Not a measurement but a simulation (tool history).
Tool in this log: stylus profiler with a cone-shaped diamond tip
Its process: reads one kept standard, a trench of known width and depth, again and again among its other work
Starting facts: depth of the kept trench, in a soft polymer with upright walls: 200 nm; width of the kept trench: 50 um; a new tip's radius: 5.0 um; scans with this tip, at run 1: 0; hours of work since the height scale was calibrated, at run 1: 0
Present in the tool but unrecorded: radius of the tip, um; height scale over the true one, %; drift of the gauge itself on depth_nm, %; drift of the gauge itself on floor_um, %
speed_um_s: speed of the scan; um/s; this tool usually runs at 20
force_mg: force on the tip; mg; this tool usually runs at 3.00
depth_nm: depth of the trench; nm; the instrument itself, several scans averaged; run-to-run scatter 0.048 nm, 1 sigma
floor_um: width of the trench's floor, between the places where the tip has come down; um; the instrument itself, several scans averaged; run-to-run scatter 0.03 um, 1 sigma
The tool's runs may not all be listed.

| run | hour | speed_um_s | force_mg | scans with this tip | hours of work since the height scale was calibrated | depth_nm | floor_um |
|---|---|---|---|---|---|---|---|
| 1 | 0.0 | 20 | 3.00 | 0 | 0 | 202.76 | 47.16 |
| 2 | 57.0 | 20 | 3.00 | 402 | 31 | 202.81 | 47.03 |
| 3 | 125.6 | 20 | 3.30 | 885 | 69 | 202.95 | 46.85 |
| 4 | 163.2 | 20 | 3.30 | 1149 | 90 | 202.99 | 46.83 |
| 5 | 210.3 | 20 | 3.30 | 1481 | 116 | 202.99 | 46.72 |
| 6 | 273.5 | 20 | 3.30 | 1925 | 151 | 203.04 | 46.54 |
| 7 | 351.4 | 29 | 2.26 | 2474 | 194 | 202.46 | 46.37 |
| 8 | 420.8 | 64 | 3.00 | 2962 | 232 | 202.88 | 46.14 |

What does the tool deliver on the next run?
| 9 | 486.9 | 44 | 7.87 | 3428 | 268 | ? | ? |

Run 9 gave depth_nm 205.28 nm, floor_um 46.20 um.
The same run, on a tool lacking any hidden state, would have yielded depth_nm 205.03 nm, floor_um 47.16 um.

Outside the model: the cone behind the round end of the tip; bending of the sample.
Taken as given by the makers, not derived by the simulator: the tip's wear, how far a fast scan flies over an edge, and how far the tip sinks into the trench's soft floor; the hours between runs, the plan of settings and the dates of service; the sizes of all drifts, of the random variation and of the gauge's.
